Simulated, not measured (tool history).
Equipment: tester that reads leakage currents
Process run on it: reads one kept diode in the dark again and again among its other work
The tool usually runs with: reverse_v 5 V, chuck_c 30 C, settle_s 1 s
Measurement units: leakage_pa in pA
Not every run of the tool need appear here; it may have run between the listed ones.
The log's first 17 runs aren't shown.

run	day	reverse_v	chuck_c	settle_s	leakage_pa
18	20.917	5	30	0.67	126.62
19	22.446	5	41	1	310.7
20	23.242	5	40	1	286.45
# day 24.112: probe card cleaned and baked, once more
21	25.004	5	30	1	118.33
22	26.729	5	30	1	118.17
23	27.654	4.81	25	0.46	76.14
24	28.675	4.49	25	5.08	70.1
25	29.858	4.49	25	5.08	69.85
26	30.588	11.9	30	3.32	197.33
27	31.462	11.9	31	3.32	214.97
28	32.838	3.17	30	1.47	90.51
29	33.788	3.17	30	1.47	91.05
30	35.517	7.41	22	1.47	73.57
31	36.704	6.39	30	2.89	137.66
32	37.888	5.36	22	2.33	60.04
33	39.425	2.15	60	2.79	831.65
34	40.208	2.15	60	2.79	829.99
35	41.525	2.15	60	2.79	832.44
36	42.767	5	46	0.54	465.24
37	43.867	5	57	6.8	1094.72
38	44.771	1.96	30	0.62	69.2
39	45.762	18.37	32	2.97	309.88
40	46.912	3.67	33	0.6	131.95
41	48.429	3.67	33	0.6	131.26

Each row is a separate what-if for the run after 41, all from the same tool condition, not one after another. Results?
A	49.954	5	35	4.28	?
B	49.954	1.63	42	1	?
C	49.954	4.03	53	0.6	?

run	leakage_pa
A	186.72
B	174
C	716.01
Without the tool's unlogged condition, the same runs would have read:
run	leakage_pa
A	167.1
B	156.88
C	650.22
